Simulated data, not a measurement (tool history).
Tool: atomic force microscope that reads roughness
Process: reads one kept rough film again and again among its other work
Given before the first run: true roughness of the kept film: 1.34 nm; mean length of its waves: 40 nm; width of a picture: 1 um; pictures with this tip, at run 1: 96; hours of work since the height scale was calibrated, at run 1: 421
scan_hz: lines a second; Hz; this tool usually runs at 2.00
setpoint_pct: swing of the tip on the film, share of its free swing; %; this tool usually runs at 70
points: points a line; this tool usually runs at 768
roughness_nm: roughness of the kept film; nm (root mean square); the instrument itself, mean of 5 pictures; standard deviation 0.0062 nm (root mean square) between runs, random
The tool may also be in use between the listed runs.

run,hour,scan_hz,setpoint_pct,points,pictures with this tip,hours of work since the height scale was calibrated,roughness_nm
1,0.0,2.00,70,768,96,421,1.114
# hour 8.1: new tip fitted
2,45.7,2.00,70,768,46,440,1.161
# hour 96.9: new tip fitted
3,120.1,2.00,70,577,28,471,1.167
4,156.6,2.00,70,768,72,486,1.129
# hour 185.8: new tip fitted
5,209.4,2.00,70,768,29,507,1.181
# hour 272.9: new tip fitted
6,294.7,2.00,70,268,26,543,1.157
7,342.8,1.54,59,755,84,562,1.195
# hour 362.0: new tip fitted
8,392.6,1.54,59,755,37,583,1.228
9,447.1,0.83,59,295,103,605,1.179
# hour 453.7: new tip fitted
10,510.5,2.00,62,768,68,631,1.171
# hour 545.3: new tip fitted
11,568.1,1.11,56,819,27,655,1.262

Forecast each of these 5 alternatives for the next run:
# hour 635.5: new tip fitted
A,644.4,0.77,70,768,11,686,?
# hour 635.5: new tip fitted
B,644.4,1.77,74,714,11,686,?
# hour 635.5: new tip fitted
C,644.4,2.00,70,378,11,686,?
# hour 635.5: new tip fitted
D,644.4,1.11,56,636,11,686,?
# hour 635.5: new tip fitted
E,644.4,2.00,59,768,11,686,?

run,roughness_nm
A,1.255
B,1.170
C,1.176
D,1.267
E,1.246
Without the tool's unlogged condition, the same runs would have read:
run,roughness_nm
A,1.262
B,1.178
C,1.183
D,1.274
E,1.253
